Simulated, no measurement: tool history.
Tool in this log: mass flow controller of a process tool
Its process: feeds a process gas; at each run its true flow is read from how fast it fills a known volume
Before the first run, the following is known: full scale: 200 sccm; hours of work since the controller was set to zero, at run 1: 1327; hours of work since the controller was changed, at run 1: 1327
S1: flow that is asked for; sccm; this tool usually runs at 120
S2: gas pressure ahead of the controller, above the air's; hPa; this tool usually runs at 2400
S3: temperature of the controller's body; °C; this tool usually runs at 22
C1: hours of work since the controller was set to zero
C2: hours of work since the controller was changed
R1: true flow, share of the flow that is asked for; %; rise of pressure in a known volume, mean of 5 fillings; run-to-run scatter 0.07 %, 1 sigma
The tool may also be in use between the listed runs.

run 1 hour=0 | S1=120 S2=2400 S3=22 | C1=1327 C2=1327 | R1=99.71
run 2 hour=198.9 | S1=120 S2=2400 S3=22 | C1=1436 C2=1436 | R1=99.7
run 3 hour=383.5 | S1=120 S2=2400 S3=22 | C1=1537 C2=1537 | R1=99.81
run 4 hour=662.7 | S1=120 S2=1740 S3=22 | C1=1690 C2=1690 | R1=99.78
run 5 hour=814.2 | S1=120 S2=1740 S3=22 | C1=1773 C2=1773 | R1=99.72
run 6 hour=1017.1 | S1=120 S2=2340 S3=22 | C1=1884 C2=1884 | R1=100.19
run 7 hour=1233.9 | S1=120 S2=2340 S3=22 | C1=2003 C2=2003 | R1=100.04
run 8 hour=1457.4 | S1=120 S2=1630 S3=24 | C1=2125 C2=2125 | R1=100.24
run 9 hour=1663.1 | S1=120 S2=1660 S3=22 | C1=2238 C2=2238 | R1=100.07
run 10 hour=1815.1 | S1=120 S2=1660 S3=22 | C1=2321 C2=2321 | R1=100.31
-- hour=1840.7 controller's zero set anew
run 11 hour=2054.9 | S1=120 S2=2550 S3=22 | C1=117 C2=2452 | R1=100.53
run 12 hour=2199.2 | S1=120 S2=2550 S3=22 | C1=196 C2=2531 | R1=100.56
-- hour=2271.8 controller's zero set anew, once more
run 13 hour=2440.5 | S1=71 S2=2550 S3=22 | C1=92 C2=2663 | R1=100.38
run 14 hour=2718.3 | S1=120 S2=1540 S3=27 | C1=244 C2=2815 | R1=101.19

5 ways to go on from here, each from the tool as it stands after run 14. What would each give?
run A hour=2994.5 | S1=120 S2=2400 S3=35 | C1=396 C2=2966 | R1=?
run B hour=2994.5 | S1=92 S2=1710 S3=20 | C1=396 C2=2966 | R1=?
run C hour=2994.5 | S1=120 S2=2400 S3=35 | C1=396 C2=2966 | R1=?
run D hour=2994.5 | S1=48 S2=1540 S3=22 | C1=396 C2=2966 | R1=?
run E hour=2994.5 | S1=35 S2=2400 S3=22 | C1=396 C2=2966 | R1=?

run=A R1=102.4
run=B R1=100.34
run=C R1=102.18
run=D R1=99.83
run=E R1=99.67
What these runs would have given with no unlogged condition in the tool:
run=A R1=99.85
run=B R1=97.83
run=C R1=99.63
run=D R1=97.44
run=E R1=97.39

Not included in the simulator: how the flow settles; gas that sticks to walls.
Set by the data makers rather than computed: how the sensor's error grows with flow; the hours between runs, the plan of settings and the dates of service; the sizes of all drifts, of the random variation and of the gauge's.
